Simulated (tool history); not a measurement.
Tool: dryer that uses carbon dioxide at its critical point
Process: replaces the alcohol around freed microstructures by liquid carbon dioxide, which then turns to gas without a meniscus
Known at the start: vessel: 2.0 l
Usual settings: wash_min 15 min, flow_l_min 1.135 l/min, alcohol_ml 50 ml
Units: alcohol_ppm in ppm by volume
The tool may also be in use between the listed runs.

run   hour  wash_min  flow_l_min  alcohol_ml  alcohol_ppm
  1      0        15       1.135          50           64
  2    8.6        15       1.135          50           66
  3   18.5        15       1.135          50           65
  4   23.6        15       1.135          50           65
  5   27.9        15       1.135          50           69
  6   33.3        15       1.135          50           67
  7   40.1        15       1.135          50           65
  8   48.3        15       1.135          50           62
  9   53.4        15       1.135          50           70
 10   57.9        15       1.135          50           68
 11   67.1        15       1.135          50           74
 12     76        10       1.135          50          451
 13   83.4        15       1.135          50           71
 14   92.6        15       1.135          50           66
 15  100.3        15       1.135          50           74
 16  106.8        15         1.4          50           12
 17  115.5        14       1.135          50          105
 18  121.9        19        0.83          46          113
 19  130.6        17        0.87          73          231
 20  137.6        11        0.92          22          351
 21  146.7        21         0.9          22           26
 22  151.5        15       1.135          96          131
 23  155.8        21         1.2          68           16
 24  160.8        21         1.2          68           17
 25    170        14       1.135          50          112
 26    175        14         0.8          20          238
 27  183.6        23         0.8          25           37
 28  191.9        23        0.95          25           21
 29  201.2        22        1.36          82           15
 30  210.1        22        1.36          82           11
 31  219.7        22        1.36          82           13
 32  223.7        13        1.69          50           20

Run 33 comes next. What will it give?
 33  230.4        21       1.135          54            ?

alcohol_ppm: 25 ppm by volume
Without the tool's hidden state the same run would have given alcohol_ppm 14 ppm by volume.
